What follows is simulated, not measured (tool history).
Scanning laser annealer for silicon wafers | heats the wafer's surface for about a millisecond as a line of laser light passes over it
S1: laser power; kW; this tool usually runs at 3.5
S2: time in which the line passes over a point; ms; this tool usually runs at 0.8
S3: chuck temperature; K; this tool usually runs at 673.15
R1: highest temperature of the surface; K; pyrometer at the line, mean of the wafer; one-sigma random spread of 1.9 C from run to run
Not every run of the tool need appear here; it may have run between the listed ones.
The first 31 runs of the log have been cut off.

run   hour     S1     S2      S3       R1
 32  388.4  3.253  0.803  684.15  1397.15
 33  405.4   3.05  0.803  696.15  1366.15
 34  415.7  3.193  0.841  705.15  1419.15
 35  425.9  3.193  0.841  705.15  1418.15
 36  433.8  3.193  0.841  705.15  1420.15
 37  441.1  3.059  0.771  683.15  1341.15
     447.3  -- window over the wafer cleaned
 38  457.4  3.059  0.771  683.15  1344.15
 39  471.7  3.059  0.771  683.15  1340.15
 40  483.6  3.316  0.771  683.15  1395.15
 41  499.1  3.316  0.771  683.15  1396.15

Below are 4 alternative next runs, each starting from the tool's condition after run 41. Predict each:
  A  513.7  3.193  0.579  679.15   ?
  B  513.7    3.5   0.81  673.15   ?
  C  513.7  3.631   0.68  666.15   ?
  D  513.7    3.5    0.8  666.15   ?

run       R1
  A  1277.15
  B  1438.15
  C  1394.15
  D  1428.15
Without the tool's hidden state the same runs would have given:
run       R1
  A  1277.15
  B  1438.15
  C  1394.15
  D  1428.15
